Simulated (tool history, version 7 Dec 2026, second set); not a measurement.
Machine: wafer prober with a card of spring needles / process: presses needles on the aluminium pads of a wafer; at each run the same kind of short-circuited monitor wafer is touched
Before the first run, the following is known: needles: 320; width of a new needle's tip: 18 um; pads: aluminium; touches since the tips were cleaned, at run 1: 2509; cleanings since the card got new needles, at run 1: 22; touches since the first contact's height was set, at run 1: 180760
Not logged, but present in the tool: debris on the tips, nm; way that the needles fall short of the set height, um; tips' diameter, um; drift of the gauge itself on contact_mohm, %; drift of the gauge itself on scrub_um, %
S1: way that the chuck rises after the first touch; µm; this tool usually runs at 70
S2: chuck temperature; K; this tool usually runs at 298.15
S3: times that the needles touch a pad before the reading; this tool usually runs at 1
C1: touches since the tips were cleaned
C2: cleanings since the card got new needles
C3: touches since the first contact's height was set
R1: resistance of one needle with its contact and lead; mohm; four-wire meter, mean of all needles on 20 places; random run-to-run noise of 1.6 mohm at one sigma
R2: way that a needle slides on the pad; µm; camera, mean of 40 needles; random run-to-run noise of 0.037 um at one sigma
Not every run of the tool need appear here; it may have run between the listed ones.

{"run": 1, "day": 0.0, "S1": 70, "S2": 298.15, "S3": 1, "C1": 2509, "C2": 22, "C3": 180760, "R1": 217, "R2": 11.15}
{"day": 0.571, "done": "tips cleaned on abrasive film"}
{"run": 2, "day": 1.275, "S1": 70, "S2": 298.15, "S3": 1, "C1": 7093, "C2": 23, "C3": 193601, "R1": 253, "R2": 11.09}
{"day": 1.392, "done": "tips cleaned on abrasive film"}
{"run": 3, "day": 2.0, "S1": 70, "S2": 298.15, "S3": 1, "C1": 6175, "C2": 24, "C3": 200905, "R1": 251, "R2": 11.07}
{"day": 2.192, "done": "tips cleaned on abrasive film"}
{"day": 2.967, "done": "tips cleaned on abrasive film"}
{"run": 4, "day": 3.167, "S1": 70, "S2": 298.15, "S3": 1, "C1": 2015, "C2": 26, "C3": 212586, "R1": 216, "R2": 11.06}
{"day": 3.738, "done": "tips cleaned on abrasive film"}
{"run": 5, "day": 3.883, "S1": 70, "S2": 298.15, "S3": 1, "C1": 1494, "C2": 27, "C3": 219813, "R1": 209, "R2": 11.08}
{"run": 6, "day": 4.446, "S1": 70, "S2": 298.15, "S3": 1, "C1": 7166, "C2": 27, "C3": 225485, "R1": 258, "R2": 11.04}
{"day": 4.517, "done": "tips cleaned on abrasive film"}
{"day": 5.246, "done": "height of the first contact set anew"}
{"day": 5.338, "done": "tips cleaned on abrasive film"}
{"run": 7, "day": 5.654, "S1": 70, "S2": 298.15, "S3": 2, "C1": 3189, "C2": 29, "C3": 4077, "R1": 197, "R2": 11.33}
{"day": 6.15, "done": "tips cleaned on abrasive film"}
{"run": 8, "day": 6.654, "S1": 70, "S2": 298.15, "S3": 1, "C1": 5081, "C2": 30, "C3": 14122, "R1": 248, "R2": 11.35}
{"day": 6.996, "done": "tips cleaned on abrasive film"}
{"run": 9, "day": 7.417, "S1": 70, "S2": 298.15, "S3": 1, "C1": 4232, "C2": 31, "C3": 21794, "R1": 233, "R2": 11.34}
{"day": 7.796, "done": "tips cleaned on abrasive film"}
{"day": 8.55, "done": "tips cleaned on abrasive film"}
{"run": 10, "day": 8.788, "S1": 70, "S2": 298.15, "S3": 1, "C1": 2390, "C2": 33, "C3": 35570, "R1": 222, "R2": 11.28}
{"day": 9.304, "done": "tips cleaned on abrasive film"}
{"run": 11, "day": 9.988, "S1": 70, "S2": 298.15, "S3": 1, "C1": 6930, "C2": 34, "C3": 47673, "R1": 249, "R2": 11.32}
{"day": 10.054, "done": "tips cleaned on abrasive film"}
{"day": 10.817, "done": "tips cleaned on abrasive film"}
{"run": 12, "day": 10.967, "S1": 70, "S2": 298.15, "S3": 1, "C1": 1524, "C2": 36, "C3": 57489, "R1": 209, "R2": 11.24}
{"day": 11.579, "done": "tips cleaned on abrasive film"}
{"run": 13, "day": 12.196, "S1": 57, "S2": 298.15, "S3": 3, "C1": 6236, "C2": 37, "C3": 69849, "R1": 212, "R2": 9.19}
{"day": 12.383, "done": "tips cleaned on abrasive film"}
{"day": 13.121, "done": "tips cleaned on abrasive film"}
{"run": 14, "day": 13.121, "S1": 64, "S2": 317.15, "S3": 1, "C1": 0, "C2": 39, "C3": 79116, "R1": 173, "R2": 10.28}
{"day": 13.867, "done": "tips cleaned on abrasive film"}
{"run": 15, "day": 13.996, "S1": 70, "S2": 311.15, "S3": 3, "C1": 1295, "C2": 40, "C3": 87900, "R1": 171, "R2": 11.13}
{"day": 14.617, "done": "tips cleaned on abrasive film"}
{"run": 16, "day": 14.921, "S1": 72, "S2": 319.15, "S3": 2, "C1": 3071, "C2": 41, "C3": 97234, "R1": 202, "R2": 11.54}
{"day": 15.45, "done": "tips cleaned on abrasive film"}
{"run": 17, "day": 15.958, "S1": 72, "S2": 319.15, "S3": 2, "C1": 5123, "C2": 42, "C3": 107651, "R1": 210, "R2": 11.52}
{"day": 16.233, "done": "tips cleaned on abrasive film"}
{"run": 18, "day": 16.8, "S1": 72, "S2": 319.15, "S3": 2, "C1": 5760, "C2": 43, "C3": 116146, "R1": 216, "R2": 11.54}
{"day": 17.029, "done": "tips cleaned on abrasive film"}
{"run": 19, "day": 17.75, "S1": 72, "S2": 319.15, "S3": 2, "C1": 7296, "C2": 44, "C3": 125692, "R1": 214, "R2": 11.5}
{"day": 17.883, "done": "tips cleaned on abrasive film"}
{"day": 18.688, "done": "tips cleaned on abrasive film"}
{"run": 20, "day": 18.871, "S1": 72, "S2": 312.15, "S3": 2, "C1": 1845, "C2": 46, "C3": 136942, "R1": 188, "R2": 11.46}
{"day": 19.442, "done": "tips cleaned on abrasive film"}
{"run": 21, "day": 20.008, "S1": 70, "S2": 342.15, "S3": 3, "C1": 5754, "C2": 47, "C3": 148409, "R1": 196, "R2": 11.06}
{"day": 20.238, "done": "tips cleaned on abrasive film"}
{"day": 21.021, "done": "tips cleaned on abrasive film"}
{"run": 22, "day": 21.308, "S1": 79, "S2": 298.15, "S3": 1, "C1": 2908, "C2": 49, "C3": 161450, "R1": 207, "R2": 12.59}
{"day": 21.771, "done": "tips cleaned on abrasive film"}
{"run": 23, "day": 22.492, "S1": 83, "S2": 328.15, "S3": 2, "C1": 7296, "C2": 50, "C3": 173369, "R1": 203, "R2": 13.17}
{"day": 22.562, "done": "tips cleaned on abrasive film"}
{"run": 24, "day": 23.125, "S1": 69, "S2": 298.15, "S3": 1, "C1": 5674, "C2": 51, "C3": 179714, "R1": 264, "R2": 11.01}

Predict each of these 5 candidate next runs independently; none follows another, all start after run 24:
{"day": 23.392, "done": "tips cleaned on abrasive film"}
{"run": "A", "day": 23.8, "S1": 57, "S2": 364.15, "S3": 1, "C1": 4157, "C2": 52, "C3": 186524, "R1": "?", "R2": "?"}
{"day": 23.392, "done": "tips cleaned on abrasive film"}
{"run": "B", "day": 23.8, "S1": 70, "S2": 346.15, "S3": 3, "C1": 4157, "C2": 52, "C3": 186524, "R1": "?", "R2": "?"}
{"day": 23.392, "done": "tips cleaned on abrasive film"}
{"run": "C", "day": 23.8, "S1": 51, "S2": 338.15, "S3": 2, "C1": 4157, "C2": 52, "C3": 186524, "R1": "?", "R2": "?"}
{"day": 23.392, "done": "tips cleaned on abrasive film"}
{"run": "D", "day": 23.8, "S1": 62, "S2": 298.15, "S3": 1, "C1": 4157, "C2": 52, "C3": 186524, "R1": "?", "R2": "?"}
{"day": 23.392, "done": "tips cleaned on abrasive film"}
{"run": "E", "day": 23.8, "S1": 58, "S2": 300.15, "S3": 2, "C1": 4157, "C2": 52, "C3": 186524, "R1": "?", "R2": "?"}

run=A R1=289 R2=8.99
run=B R1=191 R2=11.08
run=C R1=264 R2=7.96
run=D R1=269 R2=9.86
run=E R1=235 R2=9.13
With no hidden state in the tool, these same runs would have given:
run=A R1=169 R2=9.24
run=B R1=159 R2=11.32
run=C R1=169 R2=8.21
run=D R1=155 R2=10.11
run=E R1=157 R2=9.38
